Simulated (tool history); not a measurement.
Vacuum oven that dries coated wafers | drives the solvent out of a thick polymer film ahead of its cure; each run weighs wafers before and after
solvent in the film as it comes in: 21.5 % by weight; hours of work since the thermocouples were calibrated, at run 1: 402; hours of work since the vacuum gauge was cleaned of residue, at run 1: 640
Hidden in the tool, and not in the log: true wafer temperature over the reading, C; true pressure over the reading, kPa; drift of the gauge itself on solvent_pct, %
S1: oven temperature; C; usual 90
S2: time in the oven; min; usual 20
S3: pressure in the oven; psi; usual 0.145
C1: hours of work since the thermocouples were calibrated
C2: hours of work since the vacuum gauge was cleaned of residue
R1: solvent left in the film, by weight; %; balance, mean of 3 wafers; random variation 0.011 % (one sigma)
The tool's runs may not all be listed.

run 1 day=0.000 | S1=90 S2=20 S3=0.145 | C1=402 C2=640 | R1=0.98
run 2 day=1.296 | S1=90 S2=20 S3=0.145 | C1=419 C2=658 | R1=0.97
run 3 day=2.875 | S1=90 S2=20 S3=0.168 | C1=441 C2=679 | R1=1.06
run 4 day=4.379 | S1=90 S2=20 S3=0.168 | C1=461 C2=700 | R1=1.04
run 5 day=6.421 | S1=90 S2=20 S3=0.267 | C1=489 C2=727 | R1=1.35
run 6 day=8.204 | S1=90 S2=20 S3=0.267 | C1=513 C2=751 | R1=1.35
run 7 day=10.496 | S1=90 S2=20 S3=0.267 | C1=544 C2=782 | R1=1.36
run 8 day=12.192 | S1=90 S2=35 S3=0.145 | C1=567 C2=805 | R1=0.56
run 9 day=15.079 | S1=87 S2=20 S3=0.145 | C1=606 C2=845 | R1=1.24
run 10 day=17.096 | S1=87 S2=20 S3=0.145 | C1=633 C2=872 | R1=1.25
run 11 day=19.292 | S1=90 S2=20 S3=0.145 | C1=663 C2=902 | R1=0.95
run 12 day=22.050 | S1=90 S2=20 S3=0.145 | C1=700 C2=939 | R1=0.96
-- day=25.133 oven's thermocouples calibrated
run 13 day=25.133 | S1=102 S2=20 S3=0.145 | C1=0 C2=980 | R1=0.47
run 14 day=27.717 | S1=102 S2=20 S3=0.145 | C1=35 C2=1015 | R1=0.45

The next listed run, before its measurement:
run 15 day=30.825 | S1=98 S2=20 S3=0.088 | C1=77 C2=1057 | R1=?

{"run 15": {"R1": 0.48}}
Without the tool's hidden state the same run would have given R1 0.39 %.
